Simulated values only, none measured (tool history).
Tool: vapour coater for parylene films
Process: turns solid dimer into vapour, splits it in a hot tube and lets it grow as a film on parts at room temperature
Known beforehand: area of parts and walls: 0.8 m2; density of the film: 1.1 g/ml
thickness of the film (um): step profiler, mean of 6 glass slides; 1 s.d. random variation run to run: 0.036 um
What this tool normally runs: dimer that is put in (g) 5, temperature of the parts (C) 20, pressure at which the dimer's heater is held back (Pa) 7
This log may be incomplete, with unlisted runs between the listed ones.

run,day,dimer that is put in (g),temperature of the parts (C),pressure at which the dimer's heater is held back (Pa),thickness of the film (um)
1,0,5,20,7,3.43
2,0.883,5,20,7,3.46
3,1.821,5,20,7,3.44
4,2.317,5,20,7,3.48
5,2.879,5,19,7,3.62
6,3.417,5,19,7,3.61
7,4.304,5,19,7,3.53
8,5.075,7,20,7,4.81
9,6.029,5,20,7,3.33
10,6.5,2,20,7,1.33
11,6.933,5,20,7,3.36
12,7.871,5,18,7,3.7
13,8.562,5,20,7,3.39
14,9.054,5,20,7,3.37
15,9.842,5,20,7,3.3
16,10.312,5,20,7,3.34
17,11.117,5,20,10.78,3.16
18,11.771,5,20,10.78,3.22
19,12.233,5,20,10.78,3.13
20,12.892,5,20,10.78,3.14
21,13.812,5,20,4.48,3.45
22,14.25,5,20,7,3.27
23,15.162,5,20,3.09,3.61
24,15.775,5,21,3.09,3.39
25,16.292,5,21,3.09,3.36
26,17.162,7,23,7,3.85
27,17.692,2,21,10.39,1.2
28,18.104,2,21,10.39,1.18
29,18.908,7,20,7,4.37
30,19.412,6,24,11.81,2.93
31,20.088,8,12,7,7.52
32,20.608,5,23,3.72,2.94
33,21.192,5,23,3.72,2.94
34,21.921,2,23,7.77,1.09
35,22.412,9,23,3.1,5.31
# day 23.238: trap's valve overhauled
36,23.425,4,23,10.39,2.37
37,24.108,3,23,9.71,1.78
38,25.008,5,12,7,5.27
39,25.904,5,12,7,5.16
40,26.529,3,12,2.36,3.27
41,27.425,5,18,8.82,3.79
42,28.317,5,17,4.99,4.21
43,29.142,5,32,10.87,1.88
44,29.929,3,22,3.37,2.04
45,30.783,5,20,9.67,3.3
46,31.179,5,20,9.67,3.35
47,31.879,3,22,2.01,2.17
48,32.758,3,22,2.01,2.18

How would selected steps in thickness of the film (um) from run to run divide? Give the signed amount a tool lacking its hidden state would still show from settings, what came in and random variation, and the signed amount left for the hidden state, including any gauge scatter that is not in both of the compared results.
Hidden state present: vapour lost through the trap's worn valve, %; true temperature of the parts over the reading, C; drift of the gauge itself on film_um, %.
Run 30 -> 31: dimer that is put in (g) 6 -> 8, temperature of the parts (C) 24 -> 12, pressure at which the dimer's heater is held back (Pa) 11.81 -> 7. thickness of the film (um) +4.59: hidden state -0.74, all else +5.33.
Run 31 -> 32: dimer that is put in (g) 8 -> 5, temperature of the parts (C) 12 -> 23, pressure at which the dimer's heater is held back (Pa) 7 -> 3.72. thickness of the film (um) -4.58: hidden state +0.71, all else -5.29.
Run 34 -> 35: dimer that is put in (g) 2 -> 9, pressure at which the dimer's heater is held back (Pa) 7.77 -> 3.1. thickness of the film (um) +4.22: hidden state -0.73, all else +4.95.
Run 35 -> 36: dimer that is put in (g) 9 -> 4, pressure at which the dimer's heater is held back (Pa) 3.1 -> 10.39, trap's valve overhauled. thickness of the film (um) -2.94: hidden state +0.85, all else -3.79.

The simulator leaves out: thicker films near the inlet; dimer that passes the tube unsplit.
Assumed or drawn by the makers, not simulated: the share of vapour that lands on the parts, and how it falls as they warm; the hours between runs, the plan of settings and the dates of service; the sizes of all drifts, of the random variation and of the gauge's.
